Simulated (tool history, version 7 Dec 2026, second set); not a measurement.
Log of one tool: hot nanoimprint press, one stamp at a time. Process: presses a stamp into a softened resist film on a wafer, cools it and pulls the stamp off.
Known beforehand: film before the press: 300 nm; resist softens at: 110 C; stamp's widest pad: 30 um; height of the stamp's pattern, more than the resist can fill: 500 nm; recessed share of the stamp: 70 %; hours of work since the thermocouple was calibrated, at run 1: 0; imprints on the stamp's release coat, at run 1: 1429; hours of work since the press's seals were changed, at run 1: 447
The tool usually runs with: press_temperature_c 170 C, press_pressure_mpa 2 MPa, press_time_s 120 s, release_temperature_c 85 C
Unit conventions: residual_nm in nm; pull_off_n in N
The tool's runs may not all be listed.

run   hour  press_temperature_c  press_pressure_mpa  press_time_s  release_temperature_c  hours of work since the thermocouple was calibrated  imprints on the stamp's release coat  hours of work since the press's seals were changed  residual_nm  pull_off_n
  1      0                  170                   2           120                     85                                                    0                                  1429                                                 447        124.5         262
  2   19.4                  170                   2           120                     85                                                   12                                  1496                                                 459        124.4         258
  3   36.3                  170                   2           120                     85                                                   21                                  1554                                                 469        123.7         255
  4   50.2                  170                   2            91                     85                                                   30                                  1602                                                 477          136         259
  5   66.8                  170                   2            91                     85                                                   40                                  1659                                                 487        135.6         267
  6   84.3                  170                   2            91                     85                                                   50                                  1719                                                 497        135.5         270
        89  -- plate thermocouple calibrated
  7  103.9                  170                   2            91                     85                                                    9                                  1777                                                 507        135.5         263
  8  123.3                  170                   2            91                     88                                                   20                                  1844                                                 519        134.9         249
     127.5  -- plate thermocouple calibrated, once more
  9  140.8                  170                   2            91                     88                                                    8                                  1894                                                 527        136.4         257
 10  154.4                  162                1.35           227                     88                                                   16                                  1940                                                 535          183         256
 11    171                  170                   2            64                     76                                                   26                                  1998                                                 545        152.4         325
     179.3  -- stamp cleaned and given a new release coat
 12    193                  170                   2            64                     76                                                   35                                    47                                                 555        152.4         264

4 ways to go on from here, each from the tool as it stands after run 12. What would each give?
  A  212.8                  170                2.27           194                     84                                                   47                                   115                                                 566            ?           ?
  B  212.8                  158                   2            74                     76                                                   47                                   115                                                 566            ?           ?
  C  212.8                  170                   2           120                     76                                                   47                                   115                                                 566            ?           ?
  D  212.8                  170                2.55            64                     76                                                   47                                   115                                                 566            ?           ?

run  residual_nm  pull_off_n
  A         97.1         230
  B        239.6         268
  C        123.3         268
  D        133.6         267
Stripped of hidden state, with their random variation kept, the same runs would have yielded:
run  residual_nm  pull_off_n
  A         96.5         227
  B        239.2         265
  C        122.8         265
  D        132.7         263
